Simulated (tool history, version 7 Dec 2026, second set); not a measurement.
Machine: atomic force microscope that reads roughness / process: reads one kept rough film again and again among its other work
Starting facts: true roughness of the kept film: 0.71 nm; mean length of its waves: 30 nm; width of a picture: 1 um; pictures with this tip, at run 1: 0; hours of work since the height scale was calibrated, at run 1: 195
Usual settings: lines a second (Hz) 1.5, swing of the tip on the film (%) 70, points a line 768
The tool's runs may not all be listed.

run,hour,lines a second (Hz),swing of the tip on the film (%),points a line,pictures with this tip,hours of work since the height scale was calibrated,roughness of the kept film (nm (root mean square))
1,0,1.5,70,768,0,195,0.627
2,28.9,1.5,70,768,59,218,0.607
# hour 68: new tip fitted
3,68,1.5,70,768,0,248,0.634
4,112.6,1.5,70,768,91,282,0.599
# hour 135.8: new tip fitted
5,155.2,1.5,89,768,39,315,0.534
# hour 205.6: new tip fitted
6,214.1,1.5,89,768,18,360,0.54
7,271,1.5,89,768,133,404,0.499
# hour 275: new tip fitted
8,321.2,0.66,89,768,94,442,0.583
# hour 345.4: new tip fitted
9,351.3,3.7,89,768,12,465,0.415
10,402.3,1.5,86,768,115,505,0.53
# hour 416.2: new tip fitted
11,458.5,1.5,86,639,86,548,0.538
# hour 483.4: new tip fitted
12,504.3,1.5,86,639,42,583,0.555
13,541.4,1.5,86,639,117,611,0.532
# hour 550.9: new tip fitted
14,594.9,1.5,86,639,89,652,0.545
# hour 618.9: new tip fitted
15,654.8,1.5,86,297,73,698,0.535
# hour 689.8: new tip fitted
16,701.6,2.85,86,297,24,734,0.472
17,745.8,2.85,86,297,114,768,0.45
# hour 759.5: new tip fitted
18,794.9,2.85,86,297,72,806,0.453
# hour 830: new tip fitted
19,830,2.85,86,297,0,832,0.48
20,890.4,2.85,86,297,122,879,0.446
# hour 899: new tip fitted
21,945.3,2.85,86,297,94,921,0.452
# hour 968.5: new tip fitted
22,973.7,2.85,86,297,10,943,0.482
23,1000.3,1.5,70,768,64,963,0.614
24,1034.9,1.5,70,768,134,990,0.599
# hour 1039.7: new tip fitted
25,1083.1,1.5,70,768,88,1027,0.604
# hour 1108.8: new tip fitted
26,1130.9,1.5,81,768,45,1063,0.574
27,1171,2.18,88,768,126,1095,0.482
# hour 1176.6: new tip fitted
28,1227.5,2.18,88,768,103,1138,0.484
# hour 1233.3: height scale calibrated on a step standard
# hour 1245.1: new tip fitted
29,1273.9,1.5,55,443,58,31,0.653
# hour 1314: new tip fitted
30,1314,1.5,85,768,0,62,0.586
# hour 1322.6: height scale calibrated on a step standard, once more
31,1340.3,1.5,85,768,51,14,0.546
32,1373.6,2.93,62,923,119,39,0.573
# hour 1383.5: new tip fitted
33,1415.9,1.5,78,509,66,72,0.58
# hour 1454.5: new tip fitted
34,1475.4,1.5,78,509,43,117,0.577
35,1511.2,3.8,56,768,115,145,0.587
# hour 1522.2: new tip fitted
36,1544.3,1.28,56,588,44,170,0.651
37,1572.9,1.28,56,588,102,192,0.623
# hour 1592.2: new tip fitted
38,1624.5,1.28,56,588,65,232,0.642
# hour 1662.5: new tip fitted
39,1664.9,0.54,71,768,5,263,0.668
40,1698.5,1.5,73,697,73,289,0.588
# hour 1733: new tip fitted
41,1740.8,1.5,73,697,16,321,0.609
42,1770.1,1.5,73,697,75,344,0.599
# hour 1803.6: new tip fitted
43,1809,1.5,70,894,11,373,0.629
44,1845.4,1.5,70,894,85,401,0.596
# hour 1871.3: new tip fitted
45,1871.3,1.5,75,662,0,421,0.609
46,1917.4,2.64,88,768,93,457,0.458
# hour 1942.2: new tip fitted
47,1953.8,2.64,88,768,24,484,0.468
48,2003.9,2.64,88,768,126,523,0.457
# hour 2012.8: new tip fitted
49,2036.5,3.4,70,768,48,548,0.552
50,2076.5,1.13,55,301,129,579,0.617
# hour 2084.4: new tip fitted
51,2108.7,1.5,70,332,49,603,0.608

What would each run have given without the hidden state, its run-to-run variation left as it was?
Hidden state at play: radius of the tip, nm; height scale over the true one, %; drift of the gauge itself on roughness_nm, %.
run,roughness of the kept film (nm (root mean square))
1,0.628
2,0.629
3,0.633
4,0.632
5,0.546
6,0.544
7,0.537
8,0.615
9,0.416
10,0.564
11,0.563
12,0.564
13,0.565
14,0.569
15,0.555
16,0.475
17,0.476
18,0.47
19,0.475
20,0.474
21,0.473
22,0.48
23,0.632
24,0.64
25,0.629
26,0.583
27,0.512
28,0.508
29,0.664
30,0.576
31,0.564
32,0.616
33,0.604
34,0.593
35,0.631
36,0.669
37,0.661
38,0.667
39,0.669
40,0.613
41,0.614
42,0.625
43,0.631
44,0.625
45,0.607
46,0.481
47,0.474
48,0.489
49,0.566
50,0.662
51,0.623
